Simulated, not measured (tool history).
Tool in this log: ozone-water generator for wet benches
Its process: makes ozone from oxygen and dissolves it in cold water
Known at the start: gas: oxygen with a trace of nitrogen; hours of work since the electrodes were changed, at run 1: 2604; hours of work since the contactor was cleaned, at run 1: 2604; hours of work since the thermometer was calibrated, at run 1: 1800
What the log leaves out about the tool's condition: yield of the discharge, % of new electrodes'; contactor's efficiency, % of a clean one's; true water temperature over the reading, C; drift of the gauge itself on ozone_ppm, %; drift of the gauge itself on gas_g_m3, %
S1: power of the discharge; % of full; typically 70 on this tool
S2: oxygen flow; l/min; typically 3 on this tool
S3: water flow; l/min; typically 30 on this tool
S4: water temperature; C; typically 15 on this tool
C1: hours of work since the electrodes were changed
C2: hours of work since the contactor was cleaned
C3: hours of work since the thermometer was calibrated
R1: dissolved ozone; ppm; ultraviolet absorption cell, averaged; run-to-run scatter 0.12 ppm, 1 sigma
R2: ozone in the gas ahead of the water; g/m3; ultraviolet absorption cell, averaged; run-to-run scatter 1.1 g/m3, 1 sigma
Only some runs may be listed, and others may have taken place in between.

| run | day | S1 | S2 | S3 | S4 | C1 | C2 | C3 | R1 | R2 |
|---|---|---|---|---|---|---|---|---|---|---|
| 1 | 0 | 70 | 3 | 30 | 15 | 2604 | 2604 | 1800 | 9.5 | 168.2 |
| 2 | 7.583 | 70 | 3 | 30 | 15 | 2737 | 2737 | 1934 | 9.5 | 167.3 |
| 3 | 11.262 | 70 | 3 | 30 | 15 | 2802 | 2802 | 1998 | 9.1 | 166.8 |
| 4 | 14.875 | 70 | 3 | 30 | 15 | 2865 | 2865 | 2062 | 9.3 | 168.7 |
| 5 | 18.821 | 70 | 3 | 30 | 15 | 2935 | 2935 | 2131 | 9.1 | 167.1 |
| 6 | 25.983 | 70 | 3 | 30 | 15 | 3061 | 3061 | 2257 | 9 | 164.6 |
| 7 | 31.592 | 70 | 3 | 30 | 15 | 3159 | 3159 | 2356 | 9.1 | 163.4 |
| 8 | 36.4 | 70 | 3 | 30 | 15 | 3244 | 3244 | 2440 | 9 | 163.4 |
| 9 | 42.042 | 70 | 3 | 30 | 15 | 3343 | 3343 | 2539 | 9.1 | 162.7 |
| 10 | 49.417 | 70 | 3 | 30 | 15 | 3473 | 3473 | 2669 | 9 | 162.7 |
| 11 | 57.125 | 70 | 3 | 30 | 15 | 3608 | 3608 | 2805 | 8.8 | 160.3 |
| 12 | 62.529 | 70 | 3 | 30 | 15 | 3703 | 3703 | 2900 | 8.7 | 160 |
|  | 63.171 | water thermometer calibrated |
|  | 64.512 | contactor cleaned |
| 13 | 69.625 | 70 | 3 | 30 | 15 | 3824 | 90 | 111 | 8.9 | 158.1 |
| 14 | 74.583 | 70 | 3 | 30 | 15 | 3912 | 177 | 198 | 8.8 | 158.5 |
| 15 | 79.771 | 70 | 3 | 30 | 15 | 4003 | 268 | 289 | 8.8 | 157.1 |
|  | 83.783 | water thermometer calibrated, once more |
| 16 | 88.104 | 70 | 3 | 30 | 15 | 4149 | 414 | 76 | 8.7 | 157 |
| 17 | 93.971 | 42 | 3 | 23 | 15 | 4252 | 517 | 179 | 9.1 | 118.4 |
| 18 | 100.467 | 42 | 3 | 23 | 15 | 4366 | 632 | 293 | 9 | 118.7 |
| 19 | 106.083 | 72 | 2.79 | 22 | 11 | 4465 | 730 | 392 | 12.4 | 160.1 |
| 20 | 113.296 | 94 | 3 | 30 | 17 | 4592 | 857 | 519 | 9.8 | 176.4 |
| 21 | 116.862 | 58 | 1.86 | 45 | 14 | 4654 | 920 | 581 | 3.5 | 159.5 |
| 22 | 121.054 | 58 | 5.35 | 45 | 14 | 4728 | 994 | 655 | 6.5 | 115.2 |
| 23 | 127.342 | 45 | 4.13 | 26 | 15 | 4839 | 1104 | 766 | 9 | 108.6 |
| 24 | 133.271 | 45 | 4.13 | 26 | 15 | 4943 | 1208 | 870 | 9.1 | 109 |
| 25 | 137.692 | 92 | 4.36 | 47 | 20 | 5020 | 1286 | 948 | 6.4 | 151.7 |
| 26 | 145.725 | 74 | 2.37 | 22 | 8 | 5162 | 1427 | 1089 | 11.3 | 161.9 |
| 27 | 153.917 | 74 | 2.37 | 39 | 7 | 5306 | 1571 | 1233 | 5.7 | 161.6 |
| 28 | 160.192 | 74 | 2.37 | 39 | 7 | 5416 | 1681 | 1343 | 5.6 | 159.6 |
| 29 | 163.817 | 67 | 2 | 39 | 7 | 5480 | 1745 | 1407 | 4.7 | 160.8 |
| 30 | 172.233 | 82 | 2.43 | 30 | 15 | 5628 | 1893 | 1555 | 7.6 | 166.4 |
| 31 | 178.833 | 82 | 2.43 | 30 | 15 | 5744 | 2009 | 1671 | 7.7 | 164.5 |

Forecast run 32:
| 32 | 186.525 | 70 | 1.81 | 30 | 18 | 5879 | 2144 | 1806 | ? | ? |

R1: 6 ppm
R2: 163.5 g/m3
With the hidden condition absent and the run-to-run variation left alone, this run would have shown R1 8.4 ppm, R2 222.3 g/m3.

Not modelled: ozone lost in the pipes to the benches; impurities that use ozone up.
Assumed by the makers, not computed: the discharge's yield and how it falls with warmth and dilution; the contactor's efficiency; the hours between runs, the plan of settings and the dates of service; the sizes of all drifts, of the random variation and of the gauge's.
